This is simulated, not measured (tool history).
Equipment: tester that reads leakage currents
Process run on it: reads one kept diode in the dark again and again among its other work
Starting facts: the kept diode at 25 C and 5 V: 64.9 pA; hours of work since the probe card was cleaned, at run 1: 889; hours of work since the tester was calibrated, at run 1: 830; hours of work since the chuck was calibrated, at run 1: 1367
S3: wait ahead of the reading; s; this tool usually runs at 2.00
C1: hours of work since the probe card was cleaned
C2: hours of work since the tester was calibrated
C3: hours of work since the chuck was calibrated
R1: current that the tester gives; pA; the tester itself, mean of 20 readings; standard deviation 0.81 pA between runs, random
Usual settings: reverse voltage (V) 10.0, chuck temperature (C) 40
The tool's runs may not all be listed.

run 1 hour=0.0 | reverse_voltage_(V)=10.0 chuck_temperature_(C)=40 S3=2.00 | C1=889 C2=830 C3=1367 | R1=256.54
run 2 hour=71.7 | reverse_voltage_(V)=10.0 chuck_temperature_(C)=40 S3=2.00 | C1=922 C2=864 C3=1401 | R1=255.79
run 3 hour=114.2 | reverse_voltage_(V)=10.0 chuck_temperature_(C)=40 S3=2.00 | C1=942 C2=884 C3=1421 | R1=255.75
run 4 hour=158.4 | reverse_voltage_(V)=10.0 chuck_temperature_(C)=40 S3=2.00 | C1=963 C2=904 C3=1441 | R1=254.56
run 5 hour=202.3 | reverse_voltage_(V)=10.0 chuck_temperature_(C)=40 S3=2.00 | C1=983 C2=925 C3=1462 | R1=254.80
run 6 hour=256.2 | reverse_voltage_(V)=10.0 chuck_temperature_(C)=40 S3=2.00 | C1=1009 C2=950 C3=1487 | R1=255.37
run 7 hour=310.7 | reverse_voltage_(V)=10.0 chuck_temperature_(C)=40 S3=2.00 | C1=1034 C2=976 C3=1513 | R1=252.68
run 8 hour=375.0 | reverse_voltage_(V)=10.0 chuck_temperature_(C)=40 S3=2.00 | C1=1064 C2=1006 C3=1543 | R1=253.18
run 9 hour=418.9 | reverse_voltage_(V)=10.0 chuck_temperature_(C)=40 S3=2.00 | C1=1085 C2=1026 C3=1564 | R1=253.03
run 10 hour=483.3 | reverse_voltage_(V)=3.6 chuck_temperature_(C)=40 S3=2.00 | C1=1115 C2=1057 C3=1594 | R1=164.83
run 11 hour=535.6 | reverse_voltage_(V)=3.6 chuck_temperature_(C)=40 S3=3.35 | C1=1140 C2=1081 C3=1618 | R1=164.61
run 12 hour=610.9 | reverse_voltage_(V)=10.0 chuck_temperature_(C)=40 S3=2.00 | C1=1175 C2=1116 C3=1653 | R1=251.00
run 13 hour=672.1 | reverse_voltage_(V)=10.0 chuck_temperature_(C)=25 S3=2.00 | C1=1203 C2=1145 C3=1682 | R1=86.80
run 14 hour=740.5 | reverse_voltage_(V)=10.0 chuck_temperature_(C)=25 S3=2.00 | C1=1236 C2=1177 C3=1714 | R1=87.10
run 15 hour=786.9 | reverse_voltage_(V)=10.0 chuck_temperature_(C)=25 S3=2.00 | C1=1257 C2=1199 C3=1736 | R1=87.37
run 16 hour=855.9 | reverse_voltage_(V)=10.0 chuck_temperature_(C)=40 S3=1.10 | C1=1290 C2=1231 C3=1768 | R1=252.03
run 17 hour=895.0 | reverse_voltage_(V)=3.5 chuck_temperature_(C)=35 S3=4.11 | C1=1308 C2=1250 C3=1787 | R1=112.15
-- hour=928.6 chuck's temperature calibrated
run 18 hour=971.4 | reverse_voltage_(V)=11.9 chuck_temperature_(C)=28 S3=2.82 | C1=1343 C2=1284 C3=20 | R1=109.77
run 19 hour=1014.0 | reverse_voltage_(V)=11.9 chuck_temperature_(C)=35 S3=3.14 | C1=1363 C2=1304 C3=40 | R1=177.79
run 20 hour=1067.8 | reverse_voltage_(V)=1.0 chuck_temperature_(C)=20 S3=2.76 | C1=1388 C2=1330 C3=65 | R1=19.10
run 21 hour=1115.8 | reverse_voltage_(V)=2.6 chuck_temperature_(C)=50 S3=0.65 | C1=1410 C2=1352 C3=88 | R1=267.63
run 22 hour=1178.8 | reverse_voltage_(V)=1.2 chuck_temperature_(C)=50 S3=2.35 | C1=1440 C2=1382 C3=117 | R1=194.61
-- hour=1222.7 chuck's temperature calibrated, once more
run 23 hour=1252.2 | reverse_voltage_(V)=1.2 chuck_temperature_(C)=50 S3=2.35 | C1=1473 C2=1415 C3=14 | R1=230.95
run 24 hour=1288.1 | reverse_voltage_(V)=1.2 chuck_temperature_(C)=43 S3=2.35 | C1=1490 C2=1432 C3=31 | R1=141.29
run 25 hour=1330.6 | reverse_voltage_(V)=1.2 chuck_temperature_(C)=43 S3=2.35 | C1=1510 C2=1452 C3=51 | R1=140.59
run 26 hour=1371.0 | reverse_voltage_(V)=1.2 chuck_temperature_(C)=43 S3=2.35 | C1=1529 C2=1471 C3=69 | R1=141.13
run 27 hour=1418.6 | reverse_voltage_(V)=10.0 chuck_temperature_(C)=38 S3=1.07 | C1=1551 C2=1493 C3=92 | R1=241.02
run 28 hour=1482.9 | reverse_voltage_(V)=6.2 chuck_temperature_(C)=30 S3=3.44 | C1=1581 C2=1523 C3=122 | R1=111.25
run 29 hour=1550.1 | reverse_voltage_(V)=10.0 chuck_temperature_(C)=48 S3=5.58 | C1=1613 C2=1555 C3=153 | R1=475.99
run 30 hour=1605.9 | reverse_voltage_(V)=19.5 chuck_temperature_(C)=48 S3=7.15 | C1=1639 C2=1581 C3=180 | R1=627.30
run 31 hour=1667.9 | reverse_voltage_(V)=1.7 chuck_temperature_(C)=46 S3=2.00 | C1=1668 C2=1610 C3=209 | R1=199.19
run 32 hour=1730.0 | reverse_voltage_(V)=1.7 chuck_temperature_(C)=46 S3=2.00 | C1=1697 C2=1639 C3=238 | R1=197.89

How would selected steps in R1 from run to run divide? Give the signed amount a tool lacking its hidden state would still show from settings, what came in and random variation, and the signed amount left for the hidden state, including any gauge scatter that is not in both of the compared results.
Hidden state at play: stray current of the dirty probe card, pA a volt; current scale over the true one, %; true chuck temperature over the reading, C; drift of the gauge itself on leakage_pa, %.
Run 15 -> 16: chuck temperature (C) 25 -> 40, S3 2.00 -> 1.10. R1 +164.66 pA: hidden state -20.85, all else +185.51.
Run 20 -> 21: reverse voltage (V) 1.0 -> 2.6, chuck temperature (C) 20 -> 50, S3 2.76 -> 0.65. R1 +248.53 pA: hidden state -49.98, all else +298.51.
Run 22 -> 23: chuck's temperature calibrated, once more. R1 +36.34 pA: hidden state +35.55, all else +0.79.
Run 28 -> 29: reverse voltage (V) 6.2 -> 10.0, chuck temperature (C) 30 -> 48, S3 3.44 -> 5.58. R1 +364.74 pA: hidden state -8.29, all else +373.03.
Run 30 -> 31: reverse voltage (V) 19.5 -> 1.7, chuck temperature (C) 48 -> 46, S3 7.15 -> 2.00. R1 -428.11 pA: hidden state -11.26, all else -416.85.
